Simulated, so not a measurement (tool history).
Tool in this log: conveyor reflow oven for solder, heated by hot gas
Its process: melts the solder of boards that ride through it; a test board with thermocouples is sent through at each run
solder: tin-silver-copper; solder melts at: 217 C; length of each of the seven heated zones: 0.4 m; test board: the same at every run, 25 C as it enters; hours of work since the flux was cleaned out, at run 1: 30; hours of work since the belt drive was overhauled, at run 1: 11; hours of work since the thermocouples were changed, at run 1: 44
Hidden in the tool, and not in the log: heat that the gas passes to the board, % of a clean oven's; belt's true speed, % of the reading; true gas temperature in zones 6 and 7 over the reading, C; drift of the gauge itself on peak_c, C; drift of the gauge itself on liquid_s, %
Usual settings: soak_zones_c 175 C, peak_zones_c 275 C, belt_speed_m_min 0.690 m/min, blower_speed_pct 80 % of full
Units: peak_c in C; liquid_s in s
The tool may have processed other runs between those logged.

run	hour	soak_zones_c	peak_zones_c	belt_speed_m_min	blower_speed_pct	hours of work since the flux was cleaned out	hours of work since the belt drive was overhauled	hours of work since the thermocouples were changed	peak_c	liquid_s
1	0.0	175	275	0.690	80	30	11	44	263.3	59.0
2	6.3	175	275	0.690	80	33	14	48	263.0	58.7
3	16.8	175	275	0.595	80	39	20	53	266.4	70.6
4	26.3	175	275	0.595	80	44	25	58	266.4	70.5
5	36.4	175	284	0.690	80	49	30	64	270.8	62.2
6	47.5	175	275	0.690	80	55	36	70	262.9	58.9
7	53.6	175	275	0.690	80	58	40	73	263.2	58.8
8	59.2	175	275	0.690	80	61	43	76	262.6	58.7
9	64.6	175	275	0.690	80	64	45	79	263.1	58.6
10	69.6	172	280	0.690	80	67	48	81	267.5	59.7
11	80.0	172	280	0.690	80	72	54	87	267.0	59.4
12	90.4	168	289	0.690	78	78	59	92	273.8	61.7
13	97.2	173	275	0.626	60	81	63	96	260.8	63.7
14	104.8	173	270	0.818	53	86	67	100	246.7	38.4
15	113.7	176	267	0.617	74	90	72	105	257.4	63.8
16	119.3	176	267	0.567	74	93	75	108	259.4	71.1
17	126.3	175	275	0.690	63	97	78	112	259.8	56.9

4 ways to go on from here, each from the tool as it stands after run 17. What would each give?
A	131.8	175	275	0.812	63	100	81	114	?	?
B	131.8	181	275	0.818	80	100	81	114	?	?
C	131.8	175	274	0.690	63	100	81	114	?	?
D	131.8	169	263	0.658	63	100	81	114	?	?

run	peak_c	liquid_s
A	253.4	44.6
B	258.6	49.1
C	258.3	56.4
D	249.4	51.9
The same runs, with their run-to-run variation unchanged, on a tool lacking any hidden condition would have given:
run	peak_c	liquid_s
A	254.2	45.2
B	259.4	49.5
C	258.8	56.8
D	249.8	52.5
